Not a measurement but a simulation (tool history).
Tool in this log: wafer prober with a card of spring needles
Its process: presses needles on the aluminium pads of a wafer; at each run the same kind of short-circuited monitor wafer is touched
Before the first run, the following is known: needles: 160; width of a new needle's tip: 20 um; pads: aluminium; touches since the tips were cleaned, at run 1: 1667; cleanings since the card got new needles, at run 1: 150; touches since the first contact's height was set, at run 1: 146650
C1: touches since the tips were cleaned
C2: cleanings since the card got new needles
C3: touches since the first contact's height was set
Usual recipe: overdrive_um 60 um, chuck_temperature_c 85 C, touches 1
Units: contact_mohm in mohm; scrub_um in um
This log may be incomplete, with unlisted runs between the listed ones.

run 1 hour=0.0 | overdrive_um=60 chuck_temperature_c=85 touches=1 | C1=1667 C2=150 C3=146650 | contact_mohm=163 scrub_um=15.96
-- hour=14.7 tips cleaned on abrasive film
-- hour=39.1 tips cleaned on abrasive film
-- hour=59.9 tips cleaned on abrasive film
-- hour=82.6 tips cleaned on abrasive film
run 2 hour=82.6 | overdrive_um=73 chuck_temperature_c=85 touches=1 | C1=0 C2=154 C3=160643 | contact_mohm=143 scrub_um=19.51
-- hour=108.6 tips cleaned on abrasive film
-- hour=134.5 tips cleaned on abrasive film
-- hour=159.0 tips cleaned on abrasive film
run 3 hour=171.3 | overdrive_um=73 chuck_temperature_c=85 touches=1 | C1=2105 C2=157 C3=175683 | contact_mohm=159 scrub_um=19.27
-- hour=181.1 tips cleaned on abrasive film
-- hour=201.8 tips cleaned on abrasive film
-- hour=226.2 tips cleaned on abrasive film
run 4 hour=236.1 | overdrive_um=60 chuck_temperature_c=85 touches=1 | C1=1692 C2=160 C3=186654 | contact_mohm=164 scrub_um=15.71
-- hour=251.7 tips cleaned on abrasive film
-- hour=275.5 tips cleaned on abrasive film
-- hour=301.5 tips cleaned on abrasive film
-- hour=322.2 tips cleaned on abrasive film
run 5 hour=329.8 | overdrive_um=60 chuck_temperature_c=85 touches=1 | C1=1293 C2=164 C3=202532 | contact_mohm=163 scrub_um=15.78
-- hour=343.3 tips cleaned on abrasive film
-- hour=369.0 tips cleaned on abrasive film
run 6 hour=370.2 | overdrive_um=60 chuck_temperature_c=85 touches=1 | C1=195 C2=166 C3=209367 | contact_mohm=151 scrub_um=15.68
-- hour=390.9 tips cleaned on abrasive film
-- hour=416.6 tips cleaned on abrasive film
-- hour=441.4 tips cleaned on abrasive film
-- hour=465.0 tips cleaned on abrasive film
run 7 hour=465.0 | overdrive_um=60 chuck_temperature_c=85 touches=1 | C1=0 C2=170 C3=225431 | contact_mohm=148 scrub_um=15.63
-- hour=490.7 tips cleaned on abrasive film
-- hour=511.5 tips cleaned on abrasive film
-- hour=526.0 height of the first contact set anew
-- hour=536.4 tips cleaned on abrasive film
run 8 hour=543.0 | overdrive_um=60 chuck_temperature_c=85 touches=1 | C1=1130 C2=173 C3=2884 | contact_mohm=165 scrub_um=15.17
-- hour=558.6 tips cleaned on abrasive film
-- hour=584.5 tips cleaned on abrasive film
-- hour=609.6 tips cleaned on abrasive film
-- hour=632.9 tips cleaned on abrasive film
run 9 hour=635.1 | overdrive_um=60 chuck_temperature_c=85 touches=1 | C1=364 C2=177 C3=18478 | contact_mohm=153 scrub_um=15.34
-- hour=655.8 tips cleaned on abrasive film
-- hour=680.6 tips cleaned on abrasive film
-- hour=705.5 tips cleaned on abrasive film
run 10 hour=723.3 | overdrive_um=60 chuck_temperature_c=85 touches=1 | C1=3033 C2=180 C3=33444 | contact_mohm=183 scrub_um=15.28
-- hour=728.6 tips cleaned on abrasive film
-- hour=751.9 tips cleaned on abrasive film
-- hour=777.7 tips cleaned on abrasive film
run 11 hour=791.8 | overdrive_um=60 chuck_temperature_c=85 touches=1 | C1=2385 C2=183 C3=45037 | contact_mohm=176 scrub_um=15.12
-- hour=802.2 tips cleaned on abrasive film
-- hour=827.5 tips cleaned on abrasive film
run 12 hour=843.5 | overdrive_um=73 chuck_temperature_c=102 touches=2 | C1=2734 C2=185 C3=53814 | contact_mohm=159 scrub_um=18.68
-- hour=848.8 tips cleaned on abrasive film
-- hour=874.0 tips cleaned on abrasive film
run 13 hour=892.3 | overdrive_um=59 chuck_temperature_c=43 touches=2 | C1=3117 C2=187 C3=62076 | contact_mohm=166 scrub_um=14.93
-- hour=897.4 tips cleaned on abrasive film
-- hour=922.7 tips cleaned on abrasive film
-- hour=947.7 height of the first contact set anew, once more
-- hour=947.8 tips cleaned on abrasive film
-- hour=972.6 tips cleaned on abrasive film
run 14 hour=987.8 | overdrive_um=59 chuck_temperature_c=43 touches=2 | C1=2579 C2=191 C3=6776 | contact_mohm=155 scrub_um=16.30
-- hour=998.2 tips cleaned on abrasive film
-- hour=1024.1 tips cleaned on abrasive film
-- hour=1044.8 tips cleaned on abrasive film
-- hour=1069.5 tips cleaned on abrasive film
run 15 hour=1073.6 | overdrive_um=41 chuck_temperature_c=91 touches=1 | C1=707 C2=195 C3=21319 | contact_mohm=183 scrub_um=11.06
-- hour=1093.0 tips cleaned on abrasive film
-- hour=1117.8 tips cleaned on abrasive film
-- hour=1138.6 tips cleaned on abrasive film
run 16 hour=1148.3 | overdrive_um=41 chuck_temperature_c=91 touches=1 | C1=1656 C2=198 C3=33972 | contact_mohm=195 scrub_um=11.07
-- hour=1161.8 tips cleaned on abrasive film
-- hour=1187.7 tips cleaned on abrasive film
-- hour=1208.4 tips cleaned on abrasive film
-- hour=1233.9 tips cleaned on abrasive film
run 17 hour=1243.6 | overdrive_um=67 chuck_temperature_c=85 touches=1 | C1=1661 C2=202 C3=50121 | contact_mohm=159 scrub_um=17.97
-- hour=1258.4 tips cleaned on abrasive film
-- hour=1283.2 tips cleaned on abrasive film
run 18 hour=1300.3 | overdrive_um=60 chuck_temperature_c=85 touches=1 | C1=2906 C2=204 C3=59735 | contact_mohm=176 scrub_um=16.09
-- hour=1305.6 tips cleaned on abrasive film
-- hour=1330.1 tips cleaned on abrasive film
-- hour=1350.8 tips cleaned on abrasive film
-- hour=1362.8 card fitted with new needles
-- hour=1385.0 tips cleaned on abrasive film
run 19 hour=1385.0 | overdrive_um=60 chuck_temperature_c=85 touches=1 | C1=0 C2=1 C3=3753 | contact_mohm=144 scrub_um=16.69
-- hour=1410.1 tips cleaned on abrasive film
-- hour=1435.8 tips cleaned on abrasive film
run 20 hour=1455.0 | overdrive_um=46 chuck_temperature_c=34 touches=1 | C1=3252 C2=3 C3=15622 | contact_mohm=186 scrub_um=12.54
-- hour=1459.6 tips cleaned on abrasive film
-- hour=1484.5 tips cleaned on abrasive film
-- hour=1509.4 tips cleaned on abrasive film
run 21 hour=1523.0 | overdrive_um=41 chuck_temperature_c=85 touches=3 | C1=2322 C2=6 C3=27153 | contact_mohm=165 scrub_um=11.34

Predict each of these 3 candidate next runs independently; none follows another, all start after run 21:
-- hour=1533.4 tips cleaned on abrasive film
-- hour=1554.2 tips cleaned on abrasive film
-- hour=1579.1 tips cleaned on abrasive film
-- hour=1599.9 tips cleaned on abrasive film
run A hour=1614.5 | overdrive_um=51 chuck_temperature_c=46 touches=2 | C1=2493 C2=10 C3=42659 | contact_mohm=? scrub_um=?
-- hour=1533.4 tips cleaned on abrasive film
-- hour=1554.2 tips cleaned on abrasive film
-- hour=1579.1 tips cleaned on abrasive film
-- hour=1599.9 tips cleaned on abrasive film
run B hour=1614.5 | overdrive_um=54 chuck_temperature_c=51 touches=2 | C1=2493 C2=10 C3=42659 | contact_mohm=? scrub_um=?
-- hour=1533.4 tips cleaned on abrasive film
-- hour=1554.2 tips cleaned on abrasive film
-- hour=1579.1 tips cleaned on abrasive film
-- hour=1599.9 tips cleaned on abrasive film
run C hour=1614.5 | overdrive_um=76 chuck_temperature_c=85 touches=2 | C1=2493 C2=10 C3=42659 | contact_mohm=? scrub_um=?

run=A contact_mohm=157 scrub_um=13.72
run=B contact_mohm=154 scrub_um=14.63
run=C contact_mohm=146 scrub_um=20.87
Stripped of hidden state, with their random variation kept, the same runs would have yielded:
run=A contact_mohm=140 scrub_um=13.86
run=B contact_mohm=139 scrub_um=14.77
run=C contact_mohm=138 scrub_um=21.01
